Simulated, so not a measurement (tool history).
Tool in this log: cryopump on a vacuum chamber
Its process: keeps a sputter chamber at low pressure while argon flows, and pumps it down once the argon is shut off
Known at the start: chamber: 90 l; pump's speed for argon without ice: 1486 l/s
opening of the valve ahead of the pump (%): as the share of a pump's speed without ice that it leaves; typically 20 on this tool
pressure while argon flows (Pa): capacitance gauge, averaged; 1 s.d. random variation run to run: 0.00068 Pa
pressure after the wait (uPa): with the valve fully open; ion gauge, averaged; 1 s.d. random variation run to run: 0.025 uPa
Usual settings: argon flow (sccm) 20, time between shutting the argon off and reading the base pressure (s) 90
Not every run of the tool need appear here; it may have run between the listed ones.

run,hour,argon flow (sccm),time between shutting the argon off and reading the base pressure (s),opening of the valve ahead of the pump (%),pressure while argon flows (Pa),pressure after the wait (uPa)
1,0,20,90,20,0.118,1.21
2,34.1,20,90,20,0.1201,1.25
3,55.3,20,90,20,0.1194,1.23
4,104,20,90,20,0.1202,1.28
5,149.3,20,90,20,0.12,1.35
6,195.5,20,90,20,0.1214,1.34
7,217.7,20,33,20,0.1203,2.65
8,256.7,20,55,24,0.1011,1.86

Predict the results of run 9:
9,297.8,37,25,44,?,?

Run 9 yielded pressure while argon flows (Pa) 0.108, pressure after the wait (uPa) 3.34.
On a tool with no hidden condition, and with the same random variation, this run would have come out at pressure while argon flows (Pa) 0.0955, pressure after the wait (uPa) 2.85.
